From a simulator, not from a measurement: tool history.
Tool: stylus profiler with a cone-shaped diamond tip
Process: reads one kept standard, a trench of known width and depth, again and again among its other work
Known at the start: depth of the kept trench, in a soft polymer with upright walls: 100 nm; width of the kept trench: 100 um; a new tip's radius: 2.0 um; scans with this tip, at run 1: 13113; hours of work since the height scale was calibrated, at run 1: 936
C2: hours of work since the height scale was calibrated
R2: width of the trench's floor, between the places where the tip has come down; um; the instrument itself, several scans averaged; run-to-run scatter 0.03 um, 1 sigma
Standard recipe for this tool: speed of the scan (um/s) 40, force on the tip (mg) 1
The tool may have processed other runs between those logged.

{"run": 1, "day": 0.0, "speed of the scan (um/s)": 40, "force on the tip (mg)": 1, "scans with this tip": 13113, "C2": 936, "depth of the trench (Å)": 1004.3, "R2": 98.58}
{"run": 2, "day": 1.833, "speed of the scan (um/s)": 40, "force on the tip (mg)": 1, "scans with this tip": 13452, "C2": 960, "depth of the trench (Å)": 1003.7, "R2": 98.54}
{"run": 3, "day": 5.025, "speed of the scan (um/s)": 150, "force on the tip (mg)": 1, "scans with this tip": 14044, "C2": 1003, "depth of the trench (Å)": 1005.2, "R2": 98.11}
{"run": 4, "day": 7.729, "speed of the scan (um/s)": 11, "force on the tip (mg)": 1, "scans with this tip": 14545, "C2": 1038, "depth of the trench (Å)": 1004, "R2": 98.69}
{"run": 5, "day": 9.783, "speed of the scan (um/s)": 11, "force on the tip (mg)": 1, "scans with this tip": 14926, "C2": 1066, "depth of the trench (Å)": 1004.7, "R2": 98.71}
{"day": 10.758, "done": "new tip fitted, height scale calibrated"}
{"run": 6, "day": 12.617, "speed of the scan (um/s)": 137, "force on the tip (mg)": 1, "scans with this tip": 345, "C2": 25, "depth of the trench (Å)": 1003.4, "R2": 98.19}
{"run": 7, "day": 15.696, "speed of the scan (um/s)": 14, "force on the tip (mg)": 1, "scans with this tip": 916, "C2": 65, "depth of the trench (Å)": 1003.9, "R2": 98.71}
{"run": 8, "day": 19.75, "speed of the scan (um/s)": 40, "force on the tip (mg)": 1, "scans with this tip": 1667, "C2": 119, "depth of the trench (Å)": 1003.5, "R2": 98.53}
{"run": 9, "day": 21.479, "speed of the scan (um/s)": 40, "force on the tip (mg)": 1, "scans with this tip": 1988, "C2": 142, "depth of the trench (Å)": 1004.6, "R2": 98.58}
{"run": 10, "day": 24.262, "speed of the scan (um/s)": 40, "force on the tip (mg)": 2.13, "scans with this tip": 2503, "C2": 179, "depth of the trench (Å)": 1006.5, "R2": 98.64}
{"run": 11, "day": 26.55, "speed of the scan (um/s)": 40, "force on the tip (mg)": 0.87, "scans with this tip": 2928, "C2": 209, "depth of the trench (Å)": 1004.5, "R2": 98.54}
{"run": 12, "day": 29.004, "speed of the scan (um/s)": 71, "force on the tip (mg)": 0.87, "scans with this tip": 3382, "C2": 241, "depth of the trench (Å)": 1003.2, "R2": 98.42}
{"run": 13, "day": 32.492, "speed of the scan (um/s)": 40, "force on the tip (mg)": 1, "scans with this tip": 4029, "C2": 288, "depth of the trench (Å)": 1004, "R2": 98.63}
{"run": 14, "day": 34.483, "speed of the scan (um/s)": 29, "force on the tip (mg)": 1, "scans with this tip": 4398, "C2": 314, "depth of the trench (Å)": 1003.9, "R2": 98.64}
{"run": 15, "day": 36.212, "speed of the scan (um/s)": 29, "force on the tip (mg)": 1, "scans with this tip": 4718, "C2": 337, "depth of the trench (Å)": 1004, "R2": 98.7}
{"run": 16, "day": 40.146, "speed of the scan (um/s)": 29, "force on the tip (mg)": 1, "scans with this tip": 5447, "C2": 389, "depth of the trench (Å)": 1004.7, "R2": 98.61}
{"run": 17, "day": 42.683, "speed of the scan (um/s)": 29, "force on the tip (mg)": 0.48, "scans with this tip": 5918, "C2": 422, "depth of the trench (Å)": 1002.7, "R2": 98.57}
{"run": 18, "day": 46.446, "speed of the scan (um/s)": 29, "force on the tip (mg)": 0.48, "scans with this tip": 6615, "C2": 472, "depth of the trench (Å)": 1002.9, "R2": 98.62}
{"run": 19, "day": 48.375, "speed of the scan (um/s)": 29, "force on the tip (mg)": 0.48, "scans with this tip": 6973, "C2": 498, "depth of the trench (Å)": 1002.7, "R2": 98.6}
{"run": 20, "day": 51.042, "speed of the scan (um/s)": 29, "force on the tip (mg)": 0.48, "scans with this tip": 7468, "C2": 533, "depth of the trench (Å)": 1002.5, "R2": 98.59}
{"run": 21, "day": 54.3, "speed of the scan (um/s)": 29, "force on the tip (mg)": 0.48, "scans with this tip": 8071, "C2": 576, "depth of the trench (Å)": 1002.8, "R2": 98.59}
{"run": 22, "day": 57.796, "speed of the scan (um/s)": 45, "force on the tip (mg)": 2.39, "scans with this tip": 8719, "C2": 622, "depth of the trench (Å)": 1007.4, "R2": 98.59}
{"run": 23, "day": 60.604, "speed of the scan (um/s)": 40, "force on the tip (mg)": 1.93, "scans with this tip": 9240, "C2": 660, "depth of the trench (Å)": 1007, "R2": 98.59}
{"run": 24, "day": 62.612, "speed of the scan (um/s)": 29, "force on the tip (mg)": 1.8, "scans with this tip": 9612, "C2": 686, "depth of the trench (Å)": 1005.4, "R2": 98.65}
{"run": 25, "day": 65.4, "speed of the scan (um/s)": 36, "force on the tip (mg)": 1.86, "scans with this tip": 10129, "C2": 723, "depth of the trench (Å)": 1006.9, "R2": 98.72}
{"run": 26, "day": 68.25, "speed of the scan (um/s)": 36, "force on the tip (mg)": 1.86, "scans with this tip": 10657, "C2": 761, "depth of the trench (Å)": 1005.8, "R2": 98.63}
{"run": 27, "day": 70.133, "speed of the scan (um/s)": 18, "force on the tip (mg)": 1.21, "scans with this tip": 11007, "C2": 786, "depth of the trench (Å)": 1004.6, "R2": 98.67}
{"run": 28, "day": 74.179, "speed of the scan (um/s)": 55, "force on the tip (mg)": 0.56, "scans with this tip": 11756, "C2": 839, "depth of the trench (Å)": 1002.8, "R2": 98.43}
{"run": 29, "day": 76.658, "speed of the scan (um/s)": 18, "force on the tip (mg)": 1.63, "scans with this tip": 12216, "C2": 872, "depth of the trench (Å)": 1005.4, "R2": 98.7}
{"run": 30, "day": 79.825, "speed of the scan (um/s)": 50, "force on the tip (mg)": 1.89, "scans with this tip": 12802, "C2": 914, "depth of the trench (Å)": 1006.2, "R2": 98.62}
{"run": 31, "day": 83.021, "speed of the scan (um/s)": 12, "force on the tip (mg)": 0.38, "scans with this tip": 13395, "C2": 956, "depth of the trench (Å)": 1003.1, "R2": 98.66}
{"run": 32, "day": 84.754, "speed of the scan (um/s)": 17, "force on the tip (mg)": 0.53, "scans with this tip": 13716, "C2": 979, "depth of the trench (Å)": 1002.9, "R2": 98.66}
{"run": 33, "day": 86.712, "speed of the scan (um/s)": 21, "force on the tip (mg)": 0.49, "scans with this tip": 14080, "C2": 1005, "depth of the trench (Å)": 1002.3, "R2": 98.56}
{"run": 34, "day": 88.688, "speed of the scan (um/s)": 26, "force on the tip (mg)": 0.48, "scans with this tip": 14445, "C2": 1031, "depth of the trench (Å)": 1002.3, "R2": 98.55}
{"run": 35, "day": 91.025, "speed of the scan (um/s)": 26, "force on the tip (mg)": 0.48, "scans with this tip": 14879, "C2": 1062, "depth of the trench (Å)": 1002.8, "R2": 98.58}
{"day": 92.238, "done": "new tip fitted, height scale calibrated"}
{"run": 36, "day": 93.208, "speed of the scan (um/s)": 154, "force on the tip (mg)": 0.84, "scans with this tip": 180, "C2": 13, "depth of the trench (Å)": 1004.6, "R2": 98.08}
{"run": 37, "day": 94.9, "speed of the scan (um/s)": 154, "force on the tip (mg)": 0.84, "scans with this tip": 493, "C2": 35, "depth of the trench (Å)": 1004.2, "R2": 98.1}
{"run": 38, "day": 97.392, "speed of the scan (um/s)": 27, "force on the tip (mg)": 2.81, "scans with this tip": 956, "C2": 68, "depth of the trench (Å)": 1007.6, "R2": 98.71}
{"run": 39, "day": 99.575, "speed of the scan (um/s)": 27, "force on the tip (mg)": 2.81, "scans with this tip": 1360, "C2": 97, "depth of the trench (Å)": 1008.3, "R2": 98.64}
{"run": 40, "day": 102.317, "speed of the scan (um/s)": 27, "force on the tip (mg)": 2.54, "scans with this tip": 1868, "C2": 133, "depth of the trench (Å)": 1007.5, "R2": 98.63}

Take each entry between the runs: how does the hidden state at the last listed run before it differ from the hidden state at the first listed run after it?
After run 5, before run 6: new tip fitted, height scale calibrated (day 10.758)
  radius of the tip, um: 2.04 -> 2; height scale over the true one, %: 0.006 -> 0
After run 35, before run 36: new tip fitted, height scale calibrated (day 92.238)
  radius of the tip, um: 2.04 -> 2; height scale over the true one, %: 0.005 -> 0
